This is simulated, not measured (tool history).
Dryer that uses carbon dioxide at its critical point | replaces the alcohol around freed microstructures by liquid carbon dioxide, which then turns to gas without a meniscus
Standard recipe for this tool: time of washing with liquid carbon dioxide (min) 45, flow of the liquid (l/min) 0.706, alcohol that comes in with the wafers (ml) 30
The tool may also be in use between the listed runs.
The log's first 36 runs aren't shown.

run   hour  time of washing with liquid carbon dioxide (min)  flow of the liquid (l/min)  alcohol that comes in with the wafers (ml)  alcohol left in the vessel before it's heated (ppm by volume)
 37  807.9                                                58                        0.52                                          49                                                             76
 38  822.6                                                30                       0.706                                          30                                                            191
 39    846                                                60                       0.628                                          20                                                             23
 40  859.3                                                60                       0.628                                          20                                                             22
 41  881.3                                                39                       0.706                                          30                                                             77
 42  896.5                                                39                       0.838                                          45                                                             58
 43  918.6                                                52                       0.685                                          45                                                             40
 44    940                                                52                       0.685                                          45                                                             47

Forecast each of these 3 alternatives for the next run:
  A  955.5                                                52                       0.434                                          45                                                              ?
  B  955.5                                                41                       0.551                                          20                                                              ?
  C  955.5                                                39                       1.015                                          30                                                              ?

run  alcohol left in the vessel before it's heated (ppm by volume)
  A                                                            224
  B                                                            119
  C                                                             32
Had the tool no hidden state, the same runs would have come out as:
run  alcohol left in the vessel before it's heated (ppm by volume)
  A                                                            128
  B                                                             66
  C                                                             12
